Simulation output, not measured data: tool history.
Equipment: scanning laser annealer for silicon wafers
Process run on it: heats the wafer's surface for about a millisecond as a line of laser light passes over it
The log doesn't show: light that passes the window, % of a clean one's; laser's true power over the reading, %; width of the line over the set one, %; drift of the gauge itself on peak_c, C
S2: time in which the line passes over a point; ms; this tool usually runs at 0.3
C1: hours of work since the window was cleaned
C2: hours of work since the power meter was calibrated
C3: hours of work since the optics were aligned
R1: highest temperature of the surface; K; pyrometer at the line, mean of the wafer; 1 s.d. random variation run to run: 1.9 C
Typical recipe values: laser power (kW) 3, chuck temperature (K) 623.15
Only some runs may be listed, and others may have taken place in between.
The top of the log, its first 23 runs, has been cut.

run 24 day=24.367 | laser_power_(kW)=2.959 S2=0.308 chuck_temperature_(K)=635.15 | C1=753 C2=713 C3=713 | R1=1400.15
run 25 day=25.658 | laser_power_(kW)=2.959 S2=0.308 chuck_temperature_(K)=635.15 | C1=776 C2=736 C3=736 | R1=1394.15
run 26 day=27.033 | laser_power_(kW)=2.959 S2=0.308 chuck_temperature_(K)=635.15 | C1=800 C2=761 C3=761 | R1=1398.15
-- day=28.258 window over the wafer cleaned
run 27 day=28.483 | laser_power_(kW)=2.733 S2=0.3 chuck_temperature_(K)=586.15 | C1=4 C2=785 C3=785 | R1=1304.15
run 28 day=29.575 | laser_power_(kW)=2.733 S2=0.3 chuck_temperature_(K)=586.15 | C1=23 C2=804 C3=804 | R1=1302.15
run 29 day=30.488 | laser_power_(kW)=2.733 S2=0.3 chuck_temperature_(K)=586.15 | C1=40 C2=821 C3=821 | R1=1305.15
run 30 day=31.654 | laser_power_(kW)=2.768 S2=0.212 chuck_temperature_(K)=611.15 | C1=60 C2=841 C3=841 | R1=1236.15
run 31 day=32.879 | laser_power_(kW)=3.246 S2=0.22 chuck_temperature_(K)=652.15 | C1=82 C2=863 C3=863 | R1=1402.15
run 32 day=34.354 | laser_power_(kW)=3.145 S2=0.349 chuck_temperature_(K)=633.15 | C1=109 C2=890 C3=890 | R1=1511.15
run 33 day=35.421 | laser_power_(kW)=2.687 S2=0.374 chuck_temperature_(K)=612.15 | C1=128 C2=909 C3=909 | R1=1382.15
run 34 day=36.667 | laser_power_(kW)=2.687 S2=0.374 chuck_temperature_(K)=612.15 | C1=150 C2=931 C3=931 | R1=1381.15
run 35 day=37.988 | laser_power_(kW)=2.731 S2=0.374 chuck_temperature_(K)=656.15 | C1=173 C2=954 C3=954 | R1=1437.15
run 36 day=38.846 | laser_power_(kW)=2.731 S2=0.374 chuck_temperature_(K)=656.15 | C1=189 C2=970 C3=970 | R1=1435.15
run 37 day=39.729 | laser_power_(kW)=2.901 S2=0.373 chuck_temperature_(K)=623.15 | C1=204 C2=985 C3=985 | R1=1450.15
run 38 day=41.012 | laser_power_(kW)=3 S2=0.233 chuck_temperature_(K)=623.15 | C1=227 C2=1008 C3=1008 | R1=1326.15
run 39 day=41.779 | laser_power_(kW)=3 S2=0.233 chuck_temperature_(K)=623.15 | C1=241 C2=1022 C3=1022 | R1=1321.15
-- day=42.408 optics aligned, line set to its width
run 40 day=43.054 | laser_power_(kW)=3 S2=0.233 chuck_temperature_(K)=623.15 | C1=260 C2=1041 C3=12 | R1=1332.15
run 41 day=44.158 | laser_power_(kW)=2.606 S2=0.233 chuck_temperature_(K)=623.15 | C1=280 C2=1061 C3=31 | R1=1236.15

Below are 3 alternative next runs, each starting from the tool's condition after run 41. Predict each:
run A day=45.092 | laser_power_(kW)=2.606 S2=0.3 chuck_temperature_(K)=657.15 | C1=296 C2=1077 C3=48 | R1=?
run B day=45.092 | laser_power_(kW)=2.606 S2=0.279 chuck_temperature_(K)=597.15 | C1=296 C2=1077 C3=48 | R1=?
run C day=45.092 | laser_power_(kW)=2.656 S2=0.3 chuck_temperature_(K)=623.15 | C1=296 C2=1077 C3=48 | R1=?

run=A R1=1338.15
run=B R1=1260.15
run=C R1=1315.15
What these runs would have given with no unlogged condition in the tool:
run=A R1=1346.15
run=B R1=1268.15
run=C R1=1324.15

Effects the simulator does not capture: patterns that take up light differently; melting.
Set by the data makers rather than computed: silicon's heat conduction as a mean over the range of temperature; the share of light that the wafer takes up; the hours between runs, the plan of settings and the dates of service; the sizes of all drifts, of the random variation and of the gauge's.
